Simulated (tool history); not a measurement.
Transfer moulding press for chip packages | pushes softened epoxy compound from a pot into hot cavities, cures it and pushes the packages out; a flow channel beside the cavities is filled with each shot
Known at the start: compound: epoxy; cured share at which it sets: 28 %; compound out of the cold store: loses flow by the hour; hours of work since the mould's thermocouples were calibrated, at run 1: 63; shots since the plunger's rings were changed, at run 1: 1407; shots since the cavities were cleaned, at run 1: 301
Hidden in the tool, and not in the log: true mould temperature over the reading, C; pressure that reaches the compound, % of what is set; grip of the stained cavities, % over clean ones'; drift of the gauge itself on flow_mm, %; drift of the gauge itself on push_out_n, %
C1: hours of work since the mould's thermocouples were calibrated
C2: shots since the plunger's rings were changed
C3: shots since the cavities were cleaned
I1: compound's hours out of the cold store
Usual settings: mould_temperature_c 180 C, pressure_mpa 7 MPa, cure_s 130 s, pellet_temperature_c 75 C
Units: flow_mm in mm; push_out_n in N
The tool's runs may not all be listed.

Run 1, day 0: usual settings; C1 63; C2 1407; C3 301; I1 36.8. Result: flow_mm 614 mm, push_out_n 313 N.
Run 2, day 0.425: usual settings; C1 71; C2 1513; C3 407; I1 47.7. Result: flow_mm 592 mm, push_out_n 330 N.
Run 3, day 0.788: usual settings but mould_temperature_c 172 C; C1 77; C2 1603; C3 497; I1 32.3. Result: flow_mm 651 mm, push_out_n 489 N.
Run 4, day 1.038: usual settings but mould_temperature_c 172 C, cure_s 161 s; C1 82; C2 1665; C3 559; I1 9. Result: flow_mm 701 mm, push_out_n 368 N.
Run 5, day 1.329: usual settings but mould_temperature_c 172 C, cure_s 161 s; C1 87; C2 1737; C3 631; I1 37.4. Result: flow_mm 638 mm, push_out_n 335 N.
Run 6, day 1.658: usual settings but mould_temperature_c 172 C, cure_s 161 s; C1 93; C2 1820; C3 714; I1 19.7. Result: flow_mm 671 mm, push_out_n 364 N.
Run 7, day 2.021: usual settings; C1 99; C2 1909; C3 803; I1 24.7. Result: flow_mm 640 mm, push_out_n 322 N.
Run 8, day 2.379: usual settings; C1 105; C2 1999; C3 893; I1 12.8. Result: flow_mm 666 mm, push_out_n 329 N.
At day 2.638: cavities cleaned with cleaning compound and waxed.
Run 9, day 2.867: usual settings but cure_s 134 s; C1 113; C2 2105; C3 57; I1 27.2. Result: flow_mm 637 mm, push_out_n 305 N.
Run 10, day 3.121: usual settings but mould_temperature_c 178 C; C1 118; C2 2167; C3 119; I1 43.6. Result: flow_mm 609 mm, push_out_n 339 N.
Run 11, day 3.392: usual settings but mould_temperature_c 182 C, pressure_mpa 6.12 MPa, pellet_temperature_c 79 C; C1 122; C2 2235; C3 187; I1 28. Result: flow_mm 593 mm, push_out_n 303 N.
Run 12, day 3.742: usual settings but mould_temperature_c 182 C, pressure_mpa 6.12 MPa, pellet_temperature_c 79 C; C1 129; C2 2322; C3 274; I1 32.7. Result: flow_mm 578 mm, push_out_n 313 N.
Run 13, day 4.058: usual settings but mould_temperature_c 182 C, pressure_mpa 6.12 MPa, pellet_temperature_c 79 C; C1 134; C2 2401; C3 353; I1 8.5. Result: flow_mm 629 mm, push_out_n 323 N.

Forecast each of these 5 alternatives for the next run:
Run A, day 4.438: usual settings but mould_temperature_c 184 C, pellet_temperature_c 83 C; C1 141; C2 2496; C3 448; I1 40.6. Result: flow_mm ?, push_out_n ?.
Run B, day 4.438: usual settings but pellet_temperature_c 73 C; C1 141; C2 2496; C3 448; I1 34.5. Result: flow_mm ?, push_out_n ?.
Run C, day 4.438: usual settings but pressure_mpa 6.08 MPa; C1 141; C2 2496; C3 448; I1 31.1. Result: flow_mm ?, push_out_n ?.
Run D, day 4.438: usual settings but mould_temperature_c 182 C, pressure_mpa 6.12 MPa, cure_s 163 s, pellet_temperature_c 79 C; C1 141; C2 2496; C3 448; I1 12.7. Result: flow_mm ?, push_out_n ?.
Run E, day 4.438: usual settings but mould_temperature_c 174 C, pressure_mpa 6.12 MPa, pellet_temperature_c 79 C; C1 141; C2 2496; C3 448; I1 31.1. Result: flow_mm ?, push_out_n ?.

run  flow_mm  push_out_n
  A      598         312
  B      619         306
  C      584         317
  D      624         296
  E      605         420
Without the tool's hidden state the same runs would have given:
run  flow_mm  push_out_n
  A      599         307
  B      619         302
  C      585         312
  D      624         292
  E      605         413
